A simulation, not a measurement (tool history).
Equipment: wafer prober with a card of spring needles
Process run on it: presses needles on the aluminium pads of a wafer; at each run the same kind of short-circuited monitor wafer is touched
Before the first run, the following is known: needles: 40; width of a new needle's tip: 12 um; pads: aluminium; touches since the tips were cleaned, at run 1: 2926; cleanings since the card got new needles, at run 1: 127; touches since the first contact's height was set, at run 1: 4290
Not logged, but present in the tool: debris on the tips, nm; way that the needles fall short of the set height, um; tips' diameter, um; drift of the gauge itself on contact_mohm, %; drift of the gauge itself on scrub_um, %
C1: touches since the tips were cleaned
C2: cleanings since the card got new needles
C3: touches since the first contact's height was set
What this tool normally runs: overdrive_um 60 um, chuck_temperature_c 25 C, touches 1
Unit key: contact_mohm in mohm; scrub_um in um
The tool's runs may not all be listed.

{"run": 1, "hour": 0.0, "overdrive_um": 60, "chuck_temperature_c": 25, "touches": 1, "C1": 2926, "C2": 127, "C3": 4290, "contact_mohm": 287, "scrub_um": 10.32}
{"hour": 5.1, "done": "tips cleaned on abrasive film"}
{"hour": 15.1, "done": "tips cleaned on abrasive film"}
{"hour": 27.6, "done": "tips cleaned on abrasive film"}
{"hour": 37.6, "done": "tips cleaned on abrasive film"}
{"run": 2, "hour": 47.3, "overdrive_um": 60, "chuck_temperature_c": 25, "touches": 1, "C1": 5334, "C2": 131, "C3": 30070, "contact_mohm": 306, "scrub_um": 10.28}
{"hour": 49.9, "done": "tips cleaned on abrasive film"}
{"hour": 59.9, "done": "tips cleaned on abrasive film"}
{"hour": 69.9, "done": "tips cleaned on abrasive film"}
{"hour": 80.0, "done": "tips cleaned on abrasive film"}
{"hour": 90.0, "done": "tips cleaned on abrasive film"}
{"run": 3, "hour": 90.3, "overdrive_um": 60, "chuck_temperature_c": 112, "touches": 1, "C1": 199, "C2": 136, "C3": 53444, "contact_mohm": 265, "scrub_um": 10.22}
{"hour": 100.4, "done": "tips cleaned on abrasive film"}
{"hour": 110.4, "done": "tips cleaned on abrasive film"}
{"run": 4, "hour": 118.5, "overdrive_um": 60, "chuck_temperature_c": 112, "touches": 1, "C1": 4473, "C2": 138, "C3": 68827, "contact_mohm": 315, "scrub_um": 10.2}
{"hour": 121.1, "done": "tips cleaned on abrasive film"}
{"hour": 133.6, "done": "tips cleaned on abrasive film"}
{"hour": 143.7, "done": "tips cleaned on abrasive film"}
{"hour": 153.7, "done": "tips cleaned on abrasive film"}
{"hour": 163.7, "done": "tips cleaned on abrasive film"}
{"run": 5, "hour": 164.6, "overdrive_um": 60, "chuck_temperature_c": 112, "touches": 1, "C1": 484, "C2": 143, "C3": 93852, "contact_mohm": 276, "scrub_um": 10.16}
{"hour": 174.6, "done": "tips cleaned on abrasive film"}
{"hour": 184.6, "done": "tips cleaned on abrasive film"}
{"hour": 194.7, "done": "tips cleaned on abrasive film"}
{"run": 6, "hour": 196.6, "overdrive_um": 60, "chuck_temperature_c": 112, "touches": 1, "C1": 1095, "C2": 146, "C3": 111307, "contact_mohm": 281, "scrub_um": 10.1}
{"hour": 206.7, "done": "tips cleaned on abrasive film"}
{"hour": 216.7, "done": "tips cleaned on abrasive film"}
{"hour": 217.0, "done": "height of the first contact set anew"}
{"hour": 227.0, "done": "tips cleaned on abrasive film"}
{"hour": 237.0, "done": "tips cleaned on abrasive film"}
{"hour": 247.1, "done": "tips cleaned on abrasive film"}
{"hour": 257.1, "done": "tips cleaned on abrasive film"}
{"run": 7, "hour": 258.6, "overdrive_um": 60, "chuck_temperature_c": 112, "touches": 1, "C1": 846, "C2": 152, "C3": 22658, "contact_mohm": 284, "scrub_um": 10.28}
{"hour": 268.6, "done": "tips cleaned on abrasive film"}
{"hour": 278.7, "done": "tips cleaned on abrasive film"}
{"hour": 288.7, "done": "tips cleaned on abrasive film"}
{"hour": 298.7, "done": "tips cleaned on abrasive film"}
{"hour": 308.7, "done": "tips cleaned on abrasive film"}
{"hour": 318.8, "done": "tips cleaned on abrasive film"}
{"run": 8, "hour": 322.9, "overdrive_um": 60, "chuck_temperature_c": 112, "touches": 1, "C1": 2301, "C2": 158, "C3": 57678, "contact_mohm": 304, "scrub_um": 10.22}
{"hour": 330.5, "done": "tips cleaned on abrasive film"}
{"hour": 340.5, "done": "tips cleaned on abrasive film"}
{"hour": 350.5, "done": "tips cleaned on abrasive film"}
{"hour": 360.6, "done": "tips cleaned on abrasive film"}
{"run": 9, "hour": 361.1, "overdrive_um": 60, "chuck_temperature_c": 25, "touches": 2, "C1": 283, "C2": 162, "C3": 78409, "contact_mohm": 243, "scrub_um": 10.18}
{"hour": 371.1, "done": "tips cleaned on abrasive film"}
{"hour": 383.6, "done": "tips cleaned on abrasive film"}
{"hour": 393.6, "done": "tips cleaned on abrasive film"}
{"hour": 406.1, "done": "tips cleaned on abrasive film"}
{"hour": 416.1, "done": "tips cleaned on abrasive film"}
{"run": 10, "hour": 418.5, "overdrive_um": 60, "chuck_temperature_c": 25, "touches": 2, "C1": 1308, "C2": 167, "C3": 109707, "contact_mohm": 257, "scrub_um": 10.11}
{"hour": 428.6, "done": "tips cleaned on abrasive film"}
{"hour": 438.6, "done": "tips cleaned on abrasive film"}
{"hour": 441.4, "done": "height of the first contact set anew"}
{"hour": 448.9, "done": "tips cleaned on abrasive film"}
{"hour": 458.9, "done": "tips cleaned on abrasive film"}
{"run": 11, "hour": 462.0, "overdrive_um": 60, "chuck_temperature_c": 25, "touches": 2, "C1": 1720, "C2": 171, "C3": 11263, "contact_mohm": 265, "scrub_um": 10.3}
{"hour": 469.6, "done": "tips cleaned on abrasive film"}
{"hour": 479.6, "done": "tips cleaned on abrasive film"}
{"hour": 491.0, "done": "tips cleaned on abrasive film"}
{"run": 12, "hour": 491.0, "overdrive_um": 60, "chuck_temperature_c": 25, "touches": 2, "C1": 0, "C2": 174, "C3": 26996, "contact_mohm": 243, "scrub_um": 10.27}
{"hour": 501.0, "done": "tips cleaned on abrasive film"}
{"hour": 511.0, "done": "tips cleaned on abrasive film"}
{"hour": 521.0, "done": "tips cleaned on abrasive film"}
{"run": 13, "hour": 521.6, "overdrive_um": 60, "chuck_temperature_c": 25, "touches": 2, "C1": 284, "C2": 177, "C3": 43639, "contact_mohm": 248, "scrub_um": 10.24}
{"hour": 531.6, "done": "tips cleaned on abrasive film"}
{"hour": 541.6, "done": "tips cleaned on abrasive film"}
{"hour": 551.6, "done": "tips cleaned on abrasive film"}
{"run": 14, "hour": 560.5, "overdrive_um": 64, "chuck_temperature_c": 29, "touches": 1, "C1": 4889, "C2": 180, "C3": 64887, "contact_mohm": 305, "scrub_um": 10.9}
{"hour": 563.1, "done": "tips cleaned on abrasive film"}
{"hour": 573.1, "done": "tips cleaned on abrasive film"}
{"hour": 583.2, "done": "tips cleaned on abrasive film"}
{"hour": 593.2, "done": "tips cleaned on abrasive film"}
{"hour": 603.2, "done": "tips cleaned on abrasive film"}
{"run": 15, "hour": 608.9, "overdrive_um": 73, "chuck_temperature_c": 64, "touches": 2, "C1": 3128, "C2": 185, "C3": 91189, "contact_mohm": 270, "scrub_um": 12.4}
{"hour": 614.0, "done": "tips cleaned on abrasive film"}
{"hour": 626.5, "done": "tips cleaned on abrasive film"}
{"hour": 636.5, "done": "tips cleaned on abrasive film"}
{"hour": 649.0, "done": "tips cleaned on abrasive film"}
{"run": 16, "hour": 656.9, "overdrive_um": 60, "chuck_temperature_c": 62, "touches": 1, "C1": 4364, "C2": 189, "C3": 117365, "contact_mohm": 324, "scrub_um": 10.12}
{"hour": 659.5, "done": "tips cleaned on abrasive film"}
{"hour": 664.8, "done": "height of the first contact set anew"}
{"hour": 672.3, "done": "tips cleaned on abrasive film"}
{"hour": 682.3, "done": "tips cleaned on abrasive film"}
{"run": 17, "hour": 685.8, "overdrive_um": 42, "chuck_temperature_c": 62, "touches": 2, "C1": 1912, "C2": 192, "C3": 11454, "contact_mohm": 306, "scrub_um": 7.19}
{"hour": 693.4, "done": "tips cleaned on abrasive film"}
{"hour": 703.4, "done": "tips cleaned on abrasive film"}
{"hour": 713.4, "done": "tips cleaned on abrasive film"}
{"hour": 723.4, "done": "tips cleaned on abrasive film"}
{"hour": 733.4, "done": "tips cleaned on abrasive film"}
{"run": 18, "hour": 737.3, "overdrive_um": 46, "chuck_temperature_c": 37, "touches": 2, "C1": 2119, "C2": 197, "C3": 39474, "contact_mohm": 288, "scrub_um": 7.85}

What does the tool deliver on the next run?
{"hour": 744.8, "done": "tips cleaned on abrasive film"}
{"hour": 754.9, "done": "tips cleaned on abrasive film"}
{"hour": 764.9, "done": "tips cleaned on abrasive film"}
{"hour": 777.4, "done": "tips cleaned on abrasive film"}
{"run": 19, "hour": 784.4, "overdrive_um": 55, "chuck_temperature_c": 50, "touches": 2, "C1": 3861, "C2": 201, "C3": 65146, "contact_mohm": "?", "scrub_um": "?"}

{"run 19": {"contact_mohm": 295, "scrub_um": 9.33}}
Had the tool carried no hidden state, the very same run would have given contact_mohm 242 mohm, scrub_um 9.45 um.

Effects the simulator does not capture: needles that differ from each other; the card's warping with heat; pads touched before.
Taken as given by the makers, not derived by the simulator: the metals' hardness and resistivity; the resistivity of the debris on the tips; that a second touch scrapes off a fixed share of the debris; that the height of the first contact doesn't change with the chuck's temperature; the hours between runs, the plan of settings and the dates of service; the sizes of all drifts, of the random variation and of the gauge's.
